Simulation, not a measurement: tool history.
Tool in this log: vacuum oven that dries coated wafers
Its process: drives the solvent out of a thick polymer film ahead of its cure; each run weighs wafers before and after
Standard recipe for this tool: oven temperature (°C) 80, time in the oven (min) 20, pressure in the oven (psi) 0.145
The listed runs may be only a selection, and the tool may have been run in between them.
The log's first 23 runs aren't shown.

| run | day | oven temperature (°C) | time in the oven (min) | pressure in the oven (psi) | solvent left in the film (%) |
|---|---|---|---|---|---|
| 24 | 60.288 | 78 | 20 | 0.145 | 4.03 |
| 25 | 62.283 | 78 | 20 | 0.145 | 4.01 |
| 26 | 64.633 | 89 | 19 | 0.473 | 1.70 |
| 27 | 66.604 | 90 | 15 | 0.232 | 2.20 |
| 28 | 68.417 | 90 | 15 | 0.232 | 2.15 |
| 29 | 71.971 | 90 | 23 | 0.232 | 0.86 |
| 30 | 75.533 | 77 | 19 | 0.178 | 4.68 |
| 31 | 77.917 | 77 | 14 | 0.170 | 6.70 |
| 32 | 81.554 | 77 | 14 | 0.170 | 6.68 |
| 33 | 83.612 | 77 | 14 | 0.080 | 6.60 |
| 34 | 86.300 | 77 | 14 | 0.080 | 6.57 |
|  | 86.658 | oven's thermocouples calibrated |
| 35 | 88.971 | 77 | 14 | 0.080 | 6.99 |
| 36 | 90.546 | 77 | 20 | 0.351 | 4.89 |
| 37 | 93.325 | 80 | 13 | 0.146 | 6.39 |
| 38 | 95.925 | 89 | 34 | 0.191 | 0.43 |
| 39 | 98.500 | 89 | 34 | 0.191 | 0.45 |
| 40 | 101.233 | 80 | 24 | 0.145 | 2.47 |
| 41 | 104.892 | 78 | 20 | 0.145 | 4.17 |
| 42 | 108.117 | 79 | 26 | 0.265 | 2.60 |
| 43 | 109.821 | 79 | 22 | 0.315 | 3.47 |
| 44 | 112.067 | 79 | 22 | 0.315 | 3.43 |
| 45 | 115.288 | 79 | 22 | 0.315 | 3.41 |
| 46 | 116.962 | 79 | 22 | 0.315 | 3.41 |
| 47 | 120.454 | 74 | 21 | 0.167 | 5.20 |

Here are 3 independent what-if runs from the current tool condition. What would each one return?
| A | 121.983 | 87 | 21 | 0.167 | ? |
| B | 121.983 | 74 | 21 | 0.132 | ? |
| C | 121.983 | 73 | 21 | 0.499 | ? |

| run | solvent left in the film (%) |
|---|---|
| A | 1.45 |
| B | 5.15 |
| C | 6.01 |
What these runs would have given with no unlogged condition in the tool:
| run | solvent left in the film (%) |
|---|---|
| A | 1.60 |
| B | 5.51 |
| C | 6.39 |
